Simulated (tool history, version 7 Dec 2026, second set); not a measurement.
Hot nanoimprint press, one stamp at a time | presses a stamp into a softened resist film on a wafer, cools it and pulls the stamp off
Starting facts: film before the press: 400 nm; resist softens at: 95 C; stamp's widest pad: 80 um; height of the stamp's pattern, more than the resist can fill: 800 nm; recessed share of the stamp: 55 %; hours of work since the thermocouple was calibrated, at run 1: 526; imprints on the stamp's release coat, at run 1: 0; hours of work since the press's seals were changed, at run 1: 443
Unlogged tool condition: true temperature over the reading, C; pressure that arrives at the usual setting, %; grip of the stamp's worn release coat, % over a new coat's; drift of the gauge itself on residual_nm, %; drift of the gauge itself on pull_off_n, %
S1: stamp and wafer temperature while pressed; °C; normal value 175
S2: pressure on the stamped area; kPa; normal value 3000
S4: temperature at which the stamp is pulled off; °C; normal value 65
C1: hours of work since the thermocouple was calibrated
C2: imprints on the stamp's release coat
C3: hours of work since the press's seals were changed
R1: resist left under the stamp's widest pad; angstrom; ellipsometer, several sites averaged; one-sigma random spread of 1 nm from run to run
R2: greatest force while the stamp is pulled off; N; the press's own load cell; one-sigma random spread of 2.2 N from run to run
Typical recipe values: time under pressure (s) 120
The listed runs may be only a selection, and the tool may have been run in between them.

Run 1, hour 0: usual settings; C1 526; C2 0; C3 443. Result: R1 1664 angstrom, R2 102 N.
Run 2, hour 17.4: usual settings; C1 537; C2 67; C3 454. Result: R1 1659 angstrom, R2 104 N.
Run 3, hour 29.5: usual settings; C1 545; C2 114; C3 462. Result: R1 1660 angstrom, R2 101 N.
At hour 37.4: plate thermocouple calibrated.
Run 4, hour 46.1: usual settings but S4 60 °C; C1 6; C2 166; C3 471. Result: R1 1543 angstrom, R2 117 N.
Run 5, hour 58.7: usual settings but S2 3260 kPa, S4 60 °C; C1 14; C2 215; C3 479. Result: R1 1491 angstrom, R2 117 N.
Run 6, hour 66.7: usual settings; C1 19; C2 246; C3 484. Result: R1 1558 angstrom, R2 102 N.
Run 7, hour 76.7: usual settings; C1 25; C2 285; C3 491. Result: R1 1541 angstrom, R2 101 N.
Run 8, hour 95.4: usual settings; C1 38; C2 357; C3 503. Result: R1 1567 angstrom, R2 101 N.
Run 9, hour 103.6: usual settings but S1 170 °C; C1 43; C2 389; C3 508. Result: R1 1824 angstrom, R2 107 N.
Run 10, hour 121.3: usual settings but S1 170 °C; C1 54; C2 458; C3 520. Result: R1 1825 angstrom, R2 106 N.
Run 11, hour 137.6: usual settings but S1 170 °C; C1 65; C2 521; C3 530. Result: R1 1824 angstrom, R2 108 N.
Run 12, hour 156.2: usual settings; C1 77; C2 592; C3 542. Result: R1 1571 angstrom, R2 108 N.
Run 13, hour 172.7: usual settings; C1 88; C2 656; C3 553. Result: R1 1570 angstrom, R2 111 N.
Run 14, hour 188.1: usual settings but S1 185 °C; C1 98; C2 716; C3 563. Result: R1 1149 angstrom, R2 117 N.
Run 15, hour 206.9: usual settings but S1 185 °C; C1 110; C2 789; C3 575. Result: R1 1127 angstrom, R2 114 N.
Run 16, hour 219.7: usual settings but S1 185 °C, S2 2850 kPa, time under pressure (s) 63, S4 67 °C; C1 118; C2 838; C3 584. Result: R1 1544 angstrom, R2 108 N.
Run 17, hour 230.3: usual settings but S1 185 °C, S2 2850 kPa, time under pressure (s) 63, S4 67 °C; C1 125; C2 879; C3 590. Result: R1 1557 angstrom, R2 113 N.
Run 18, hour 245.9: usual settings but S1 185 °C, S2 2850 kPa, time under pressure (s) 63, S4 67 °C; C1 135; C2 939; C3 601. Result: R1 1543 angstrom, R2 107 N.
Run 19, hour 256.9: usual settings but S1 185 °C, S2 2850 kPa, time under pressure (s) 63, S4 67 °C; C1 142; C2 982; C3 608. Result: R1 1573 angstrom, R2 120 N.
Run 20, hour 267.3: usual settings but S1 163 °C, S2 2760 kPa, time under pressure (s) 63, S4 70 °C; C1 149; C2 1022; C3 614. Result: R1 2849 angstrom, R2 101 N.
Run 21, hour 276.2: usual settings but S1 183 °C, S2 2220 kPa, time under pressure (s) 161, S4 70 °C; C1 155; C2 1057; C3 620. Result: R1 1228 angstrom, R2 105 N.
Run 22, hour 293.4: usual settings but S2 1820 kPa, time under pressure (s) 143; C1 166; C2 1123; C3 631. Result: R1 1820 angstrom, R2 124 N.
Run 23, hour 305.3: usual settings but S2 1820 kPa, time under pressure (s) 143; C1 174; C2 1169; C3 639. Result: R1 1797 angstrom, R2 122 N.
Run 24, hour 321.2: usual settings but S1 174 °C, S2 2210 kPa; C1 184; C2 1231; C3 649. Result: R1 1862 angstrom, R2 126 N.
Run 25, hour 338.6: usual settings but S1 174 °C, S2 3510 kPa, time under pressure (s) 169; C1 195; C2 1298; C3 661. Result: R1 1329 angstrom, R2 128 N.
Run 26, hour 354.3: usual settings but S1 174 °C, S2 3510 kPa, time under pressure (s) 169; C1 206; C2 1359; C3 671. Result: R1 1345 angstrom, R2 126 N.
Run 27, hour 370.9: usual settings but S1 165 °C, S2 1960 kPa, time under pressure (s) 169; C1 216; C2 1423; C3 682. Result: R1 2254 angstrom, R2 131 N.
Run 28, hour 387.6: usual settings but time under pressure (s) 130; C1 227; C2 1488; C3 693. Result: R1 1544 angstrom, R2 137 N.
Run 29, hour 398.8: usual settings but S1 183 °C, S2 3200 kPa, time under pressure (s) 66, S4 61 °C; C1 234; C2 1531; C3 700. Result: R1 1559 angstrom, R2 158 N.

Here are 4 independent what-if runs from the current tool condition. What would each one return?
Run A, hour 415.9: usual settings but S2 4190 kPa, time under pressure (s) 111, S4 58 °C; C1 246; C2 1597; C3 711. Result: R1 ?, R2 ?.
Run B, hour 415.9: usual settings but time under pressure (s) 197; C1 246; C2 1597; C3 711. Result: R1 ?, R2 ?.
Run C, hour 415.9: usual settings but S2 3850 kPa; C1 246; C2 1597; C3 711. Result: R1 ?, R2 ?.
Run D, hour 415.9: usual settings but S1 177 °C, time under pressure (s) 78, S4 69 °C; C1 246; C2 1597; C3 711. Result: R1 ?, R2 ?.

run    R1   R2
  A  1453  167
  B  1306  139
  C  1478  138
  D  1795  124
What these runs would have given with no unlogged condition in the tool:
run    R1   R2
  A  1367  118
  B  1240   97
  C  1396   96
  D  1715   87
